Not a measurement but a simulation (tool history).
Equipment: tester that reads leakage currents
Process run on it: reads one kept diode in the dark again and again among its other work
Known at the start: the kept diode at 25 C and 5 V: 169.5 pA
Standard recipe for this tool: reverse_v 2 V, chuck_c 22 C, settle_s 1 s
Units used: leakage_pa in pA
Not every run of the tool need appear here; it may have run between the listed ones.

Run 1, day 0: usual settings. Result: leakage_pa 90.61 pA.
At day 1.321: chuck's temperature calibrated.
Run 2, day 5.017: usual settings. Result: leakage_pa 90.82 pA.
Run 3, day 9.817: usual settings. Result: leakage_pa 90.54 pA.
Run 4, day 12.921: usual settings but settle_s 0.5 s. Result: leakage_pa 91.19 pA.
Run 5, day 18.012: usual settings but settle_s 0.5 s. Result: leakage_pa 91.21 pA.
Run 6, day 22.567: usual settings but settle_s 0.5 s. Result: leakage_pa 91.15 pA.
Run 7, day 27.888: usual settings but settle_s 9.8 s. Result: leakage_pa 89.54 pA.
Run 8, day 30.654: usual settings. Result: leakage_pa 90.29 pA.
Run 9, day 35.512: usual settings. Result: leakage_pa 90.38 pA.
Run 10, day 38.471: usual settings but chuck_c 25 C. Result: leakage_pa 114.25 pA.
Run 11, day 44.125: usual settings but chuck_c 25 C. Result: leakage_pa 113.64 pA.
Run 12, day 47.429: usual settings. Result: leakage_pa 90.26 pA.
Run 13, day 50.392: usual settings. Result: leakage_pa 90.46 pA.
Run 14, day 53.596: usual settings. Result: leakage_pa 90.33 pA.
Run 15, day 58.554: usual settings. Result: leakage_pa 90.62 pA.
At day 60.346: chuck's temperature calibrated.
Run 16, day 63.188: usual settings. Result: leakage_pa 90.54 pA.
At day 63.792: probe card cleaned and baked.
Run 17, day 66.946: usual settings. Result: leakage_pa 90.35 pA.
Run 18, day 70.842: usual settings. Result: leakage_pa 91.22 pA.
Run 19, day 73.629: usual settings. Result: leakage_pa 90.36 pA.
Run 20, day 77.646: usual settings. Result: leakage_pa 90.98 pA.
Run 21, day 80.546: usual settings but reverse_v 2.22 V, settle_s 0.47 s. Result: leakage_pa 95.57 pA.
Run 22, day 83.621: usual settings but reverse_v 5.25 V, settle_s 0.47 s. Result: leakage_pa 140.11 pA.
Run 23, day 88.908: usual settings but reverse_v 2.24 V, chuck_c 55 C. Result: leakage_pa 956.58 pA.
Run 24, day 93.446: usual settings but reverse_v 7.92 V, chuck_c 59 C, settle_s 1.9 s. Result: leakage_pa 2136.32 pA.
Run 25, day 97.688: usual settings but chuck_c 31 C. Result: leakage_pa 178.32 pA.
Run 26, day 100.046: usual settings but chuck_c 27 C. Result: leakage_pa 132.43 pA.
Run 27, day 104.812: usual settings but reverse_v 1.52 V, chuck_c 36 C, settle_s 0.39 s. Result: leakage_pa 225.65 pA.
Run 28, day 107.454: usual settings but reverse_v 1.52 V, chuck_c 36 C, settle_s 0.39 s. Result: leakage_pa 226.52 pA.
Run 29, day 110.417: usual settings but reverse_v 4.57 V, chuck_c 33 C, settle_s 0.74 s. Result: leakage_pa 297.46 pA.
Run 30, day 113.708: usual settings but reverse_v 17.12 V, chuck_c 39 C, settle_s 0.74 s. Result: leakage_pa 814.45 pA.
Run 31, day 117.458: usual settings but reverse_v 19.27 V, chuck_c 26 C, settle_s 4.15 s. Result: leakage_pa 329.69 pA.
At day 119.738: chuck's temperature calibrated.
Run 32, day 121.904: usual settings but reverse_v 7.87 V, chuck_c 27 C, settle_s 0.63 s. Result: leakage_pa 244.19 pA.
Run 33, day 127.121: usual settings but reverse_v 6.31 V, chuck_c 35 C, settle_s 2.88 s. Result: leakage_pa 394.09 pA.
Run 34, day 131.812: usual settings but chuck_c 33 C, settle_s 4.46 s. Result: leakage_pa 206.12 pA.
Run 35, day 136.858: usual settings but reverse_v 8.73 V, chuck_c 35 C, settle_s 4.8 s. Result: leakage_pa 451.86 pA.
Run 36, day 139.862: usual settings. Result: leakage_pa 90.63 pA.
Run 37, day 144.717: usual settings but reverse_v 10.71 V, settle_s 1.1 s. Result: leakage_pa 190.03 pA.
Run 38, day 147.217: usual settings but reverse_v 10.71 V, settle_s 1.1 s. Result: leakage_pa 190.96 pA.
Run 39, day 152.871: usual settings but reverse_v 3.13 V, chuck_c 45 C, settle_s 0.94 s. Result: leakage_pa 578.31 pA.
Run 40, day 158.167: usual settings but reverse_v 4.45 V, chuck_c 23 C, settle_s 0.73 s. Result: leakage_pa 139.35 pA.

How would selected steps in leakage_pa from run to run divide? Give the signed amount a tool lacking its hidden state would still show from settings, what came in and random variation, and the signed amount left for the hidden state, including any gauge scatter that is not in both of the compared results.
Hidden state at play: stray current of the dirty probe card, pA a volt; current scale over the true one, %; true chuck temperature over the reading, C; drift of the gauge itself on leakage_pa, %.
Run 22 -> 23: reverse_v 5.25 -> 2.24, chuck_c 22 -> 55, settle_s 0.47 -> 1. leakage_pa +816.47 pA: hidden state -0.84, all else +817.31.
Run 23 -> 24: reverse_v 2.24 -> 7.92, chuck_c 55 -> 59, settle_s 1 -> 1.9. leakage_pa +1179.74 pA: hidden state -1.53, all else +1181.27.
Run 24 -> 25: reverse_v 7.92 -> 2, chuck_c 59 -> 31, settle_s 1.9 -> 1. leakage_pa -1958 pA: hidden state +2.22, all else -1960.22.
Run 29 -> 30: reverse_v 4.57 -> 17.12, chuck_c 33 -> 39. leakage_pa +516.99 pA: hidden state -1.13, all else +518.12.

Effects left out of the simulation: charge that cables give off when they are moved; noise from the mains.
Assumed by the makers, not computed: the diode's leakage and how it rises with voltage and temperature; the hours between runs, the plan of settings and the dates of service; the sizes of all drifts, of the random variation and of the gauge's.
